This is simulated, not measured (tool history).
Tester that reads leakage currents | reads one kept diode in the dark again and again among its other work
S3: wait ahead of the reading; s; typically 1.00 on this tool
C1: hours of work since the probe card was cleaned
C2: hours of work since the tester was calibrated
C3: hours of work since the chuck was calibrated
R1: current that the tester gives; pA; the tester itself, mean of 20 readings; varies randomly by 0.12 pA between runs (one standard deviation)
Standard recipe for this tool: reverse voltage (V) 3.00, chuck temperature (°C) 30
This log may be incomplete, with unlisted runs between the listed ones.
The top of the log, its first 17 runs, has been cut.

run 18 day=95.375 | reverse_voltage_(V)=3.00 chuck_temperature_(°C)=30 S3=3.25 | C1=2221 C2=1640 C3=1450 | R1=36.04
run 19 day=102.167 | reverse_voltage_(V)=3.00 chuck_temperature_(°C)=30 S3=1.31 | C1=2338 C2=1757 C3=1567 | R1=36.52
run 20 day=106.729 | reverse_voltage_(V)=3.54 chuck_temperature_(°C)=21 S3=0.56 | C1=2417 C2=1836 C3=1646 | R1=18.66
run 21 day=112.583 | reverse_voltage_(V)=3.54 chuck_temperature_(°C)=21 S3=0.56 | C1=2517 C2=1936 C3=1746 | R1=18.62
run 22 day=119.633 | reverse_voltage_(V)=3.54 chuck_temperature_(°C)=21 S3=0.56 | C1=2639 C2=2058 C3=1868 | R1=18.63
-- day=123.958 chuck's temperature calibrated
run 23 day=123.958 | reverse_voltage_(V)=3.54 chuck_temperature_(°C)=21 S3=0.56 | C1=2712 C2=2131 C3=0 | R1=18.53
run 24 day=128.629 | reverse_voltage_(V)=3.00 chuck_temperature_(°C)=20 S3=7.43 | C1=2792 C2=2211 C3=80 | R1=14.51
run 25 day=132.254 | reverse_voltage_(V)=15.97 chuck_temperature_(°C)=28 S3=7.43 | C1=2854 C2=2273 C3=143 | R1=82.25
run 26 day=140.079 | reverse_voltage_(V)=4.84 chuck_temperature_(°C)=23 S3=3.45 | C1=2989 C2=2408 C3=277 | R1=25.74
run 27 day=146.700 | reverse_voltage_(V)=3.00 chuck_temperature_(°C)=57 S3=0.97 | C1=3103 C2=2522 C3=391 | R1=321.63
run 28 day=151.775 | reverse_voltage_(V)=1.90 chuck_temperature_(°C)=30 S3=0.44 | C1=3190 C2=2609 C3=479 | R1=28.19
run 29 day=159.279 | reverse_voltage_(V)=1.90 chuck_temperature_(°C)=40 S3=1.49 | C1=3320 C2=2739 C3=608 | R1=64.54
run 30 day=163.533 | reverse_voltage_(V)=2.65 chuck_temperature_(°C)=28 S3=1.00 | C1=3393 C2=2812 C3=681 | R1=28.47
run 31 day=168.846 | reverse_voltage_(V)=1.54 chuck_temperature_(°C)=45 S3=0.38 | C1=3484 C2=2903 C3=773 | R1=85.97
run 32 day=176.100 | reverse_voltage_(V)=3.01 chuck_temperature_(°C)=30 S3=1.17 | C1=3609 C2=3028 C3=897 | R1=36.40
-- day=176.821 probe card cleaned and baked
run 33 day=179.742 | reverse_voltage_(V)=3.01 chuck_temperature_(°C)=30 S3=1.17 | C1=50 C2=3089 C3=958 | R1=36.59
run 34 day=186.262 | reverse_voltage_(V)=3.01 chuck_temperature_(°C)=30 S3=1.17 | C1=163 C2=3201 C3=1070 | R1=36.42
run 35 day=190.238 | reverse_voltage_(V)=3.01 chuck_temperature_(°C)=30 S3=1.17 | C1=231 C2=3269 C3=1139 | R1=36.49
run 36 day=195.133 | reverse_voltage_(V)=3.01 chuck_temperature_(°C)=30 S3=1.17 | C1=315 C2=3354 C3=1223 | R1=36.36
run 37 day=199.567 | reverse_voltage_(V)=9.20 chuck_temperature_(°C)=36 S3=5.21 | C1=392 C2=3430 C3=1299 | R1=119.09
run 38 day=203.121 | reverse_voltage_(V)=5.29 chuck_temperature_(°C)=27 S3=1.00 | C1=453 C2=3491 C3=1360 | R1=39.54

Branching from run 38: 3 alternative next runs. What would each branch give?
run A day=206.442 | reverse_voltage_(V)=3.83 chuck_temperature_(°C)=23 S3=6.34 | C1=510 C2=3548 C3=1418 | R1=?
run B day=206.442 | reverse_voltage_(V)=3.00 chuck_temperature_(°C)=24 S3=1.00 | C1=510 C2=3548 C3=1418 | R1=?
run C day=206.442 | reverse_voltage_(V)=7.78 chuck_temperature_(°C)=27 S3=1.00 | C1=510 C2=3548 C3=1418 | R1=?

run=A R1=22.33
run=B R1=21.62
run=C R1=50.11
Without the tool's hidden state the same runs would have given:
run=A R1=22.31
run=B R1=21.60
run=C R1=50.08

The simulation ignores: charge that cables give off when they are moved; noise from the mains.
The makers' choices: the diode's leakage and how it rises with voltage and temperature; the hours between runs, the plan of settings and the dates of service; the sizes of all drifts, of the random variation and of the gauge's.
